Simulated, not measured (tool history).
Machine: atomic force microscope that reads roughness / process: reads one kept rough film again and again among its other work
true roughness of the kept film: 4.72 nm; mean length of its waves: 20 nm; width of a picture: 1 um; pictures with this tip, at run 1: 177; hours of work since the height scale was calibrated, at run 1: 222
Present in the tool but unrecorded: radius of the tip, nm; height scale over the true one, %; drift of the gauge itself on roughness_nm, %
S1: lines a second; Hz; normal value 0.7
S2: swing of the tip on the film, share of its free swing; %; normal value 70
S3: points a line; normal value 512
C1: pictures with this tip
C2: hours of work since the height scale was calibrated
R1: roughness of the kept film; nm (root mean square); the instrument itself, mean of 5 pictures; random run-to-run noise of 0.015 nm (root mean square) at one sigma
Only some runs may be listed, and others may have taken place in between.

run  hour     S1  S2   S3   C1   C2     R1
  1     0    0.7  70  512  177  222   2.54
  2   6.9    0.7  70  512  190  226  2.508
  3  11.3    0.7  70  512  198  229  2.476
  4  20.6  0.796  70  512  215  234  2.406
  5  25.1  0.523  70  512  224  237  2.387
     26.7  -- height scale calibrated on a step standard
  6  33.8    0.7  70  512  238    4   2.32
  7  37.6    0.7  70  512  245    7  2.313
     41.8  -- height scale calibrated on a step standard, once more
  8  43.1    0.7  70  512  253    1  2.312
  9  48.9    0.7  70  512  264    4  2.275
 10  55.7    0.7  86  512  277    8   2.16
 11  60.4  0.804  88  733  286   11  2.113
 12    65  0.594  88  651  294   14  2.128
 13  69.9  0.594  88  651  303   17  2.094
     74.1  -- new tip fitted
 14  78.3  2.005  88  312    8   21  3.159
 15  82.2   1.99  86  320   15   24  3.135
 16  87.8  0.999  77  368   26   27  3.379

Consider 3 possible next runs. They are alternatives, not a sequence: every one starts from the tool as it was left by run 16. What does each give?
  A    95  0.742  84  552  39  31   ?
  B    95    0.7  70  386  39  31   ?
  C    95  1.405  56  560  39  31   ?

run     R1
  A  3.315
  B  3.344
  C    3.4
Stripped of hidden state, with their random variation kept, the same runs would have yielded:
run     R1
  A  3.612
  B  3.643
  C  3.704

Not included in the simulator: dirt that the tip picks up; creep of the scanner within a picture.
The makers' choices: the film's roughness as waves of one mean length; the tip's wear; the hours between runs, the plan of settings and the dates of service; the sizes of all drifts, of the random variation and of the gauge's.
